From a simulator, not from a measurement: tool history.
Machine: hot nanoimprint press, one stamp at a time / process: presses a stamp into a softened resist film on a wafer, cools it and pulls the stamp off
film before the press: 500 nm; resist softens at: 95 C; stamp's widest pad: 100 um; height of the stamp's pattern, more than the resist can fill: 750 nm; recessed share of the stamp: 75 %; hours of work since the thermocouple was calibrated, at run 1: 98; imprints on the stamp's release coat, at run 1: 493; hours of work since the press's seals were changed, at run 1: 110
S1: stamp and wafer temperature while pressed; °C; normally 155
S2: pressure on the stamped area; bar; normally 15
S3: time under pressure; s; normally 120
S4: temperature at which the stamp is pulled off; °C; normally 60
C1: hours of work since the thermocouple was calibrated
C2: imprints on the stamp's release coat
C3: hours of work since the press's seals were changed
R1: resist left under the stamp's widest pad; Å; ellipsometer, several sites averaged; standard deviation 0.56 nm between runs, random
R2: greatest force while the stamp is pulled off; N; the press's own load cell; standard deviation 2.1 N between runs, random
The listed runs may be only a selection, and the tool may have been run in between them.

Run 1, hour 0: usual settings; C1 98; C2 493; C3 110. Result: R1 2820 Å, R2 154 N.
Run 2, hour 6.7: usual settings; C1 101; C2 512; C3 113. Result: R1 2808 Å, R2 152 N.
Run 3, hour 10.8: usual settings but S3 143 s; C1 102; C2 523; C3 115. Result: R1 2651 Å, R2 154 N.
Run 4, hour 17.5: usual settings but S3 143 s; C1 105; C2 542; C3 118. Result: R1 2650 Å, R2 152 N.
Run 5, hour 25.8: usual settings; C1 109; C2 565; C3 122. Result: R1 2816 Å, R2 152 N.
Run 6, hour 32.3: usual settings; C1 112; C2 583; C3 125. Result: R1 2822 Å, R2 153 N.
Run 7, hour 40.5: usual settings; C1 115; C2 606; C3 128. Result: R1 2817 Å, R2 153 N.
Run 8, hour 49.2: usual settings; C1 119; C2 630; C3 132. Result: R1 2822 Å, R2 150 N.
Run 9, hour 52.9: usual settings; C1 121; C2 640; C3 134. Result: R1 2811 Å, R2 161 N.
Run 10, hour 58.4: usual settings but S2 9.4 bar; C1 123; C2 656; C3 136. Result: R1 3308 Å, R2 155 N.
Run 11, hour 63.8: usual settings but S2 9.4 bar; C1 126; C2 671; C3 138. Result: R1 3315 Å, R2 158 N.
Run 12, hour 70.9: usual settings but S2 9.4 bar; C1 129; C2 691; C3 141. Result: R1 3311 Å, R2 152 N.
Run 13, hour 77: usual settings but S2 9.4 bar; C1 131; C2 708; C3 144. Result: R1 3323 Å, R2 157 N.
Run 14, hour 81.9: usual settings but S1 153 °C, S3 89 s, S4 66 °C; C1 134; C2 721; C3 146. Result: R1 3272 Å, R2 134 N.
Run 15, hour 87.5: usual settings but S1 161 °C, S2 12.8 bar, S3 85 s, S4 52 °C; C1 136; C2 737; C3 149. Result: R1 2775 Å, R2 193 N.
Run 16, hour 92.4: usual settings but S1 161 °C, S2 12.8 bar, S3 85 s, S4 52 °C; C1 138; C2 751; C3 151. Result: R1 2768 Å, R2 192 N.
Run 17, hour 101: usual settings but S1 161 °C, S2 23.2 bar, S3 79 s, S4 52 °C; C1 142; C2 775; C3 155. Result: R1 2221 Å, R2 195 N.
Run 18, hour 108.2: usual settings but S1 159 °C, S2 23.2 bar, S3 79 s, S4 47 °C; C1 145; C2 795; C3 158. Result: R1 2376 Å, R2 214 N.
Run 19, hour 116.7: usual settings but S1 149 °C, S2 11 bar, S3 79 s, S4 47 °C; C1 149; C2 819; C3 162. Result: R1 4005 Å, R2 215 N.
Run 20, hour 123.7: usual settings but S2 21.3 bar, S3 214 s, S4 47 °C; C1 152; C2 838; C3 165. Result: R1 1958 Å, R2 215 N.
Run 21, hour 132.6: usual settings but S2 21.3 bar, S3 160 s, S4 49 °C; C1 156; C2 863; C3 169. Result: R1 2193 Å, R2 211 N.

4 ways to go on from here, each from the tool as it stands after run 21. What would each give?
Run A, hour 138.7: usual settings but S1 153 °C, S2 9.2 bar, S3 80 s, S4 49 °C; C1 158; C2 880; C3 171. Result: R1 ?, R2 ?.
Run B, hour 138.7: usual settings but S2 9.2 bar, S4 45 °C; C1 158; C2 880; C3 171. Result: R1 ?, R2 ?.
Run C, hour 138.7: usual settings but S1 149 °C, S2 18.6 bar, S3 154 s; C1 158; C2 880; C3 171. Result: R1 ?, R2 ?.
Run D, hour 138.7: usual settings but S1 161 °C, S2 21.3 bar, S3 160 s, S4 49 °C; C1 158; C2 880; C3 171. Result: R1 ?, R2 ?.

run    R1   R2
  A  3842  215
  B  3336  233
  C  2919  167
  D  1743  212
The same runs, with their run-to-run variation unchanged, on a tool lacking any hidden condition would have given:
run    R1   R2
  A  3878  174
  B  3378  188
  C  2952  136
  D  1759  171

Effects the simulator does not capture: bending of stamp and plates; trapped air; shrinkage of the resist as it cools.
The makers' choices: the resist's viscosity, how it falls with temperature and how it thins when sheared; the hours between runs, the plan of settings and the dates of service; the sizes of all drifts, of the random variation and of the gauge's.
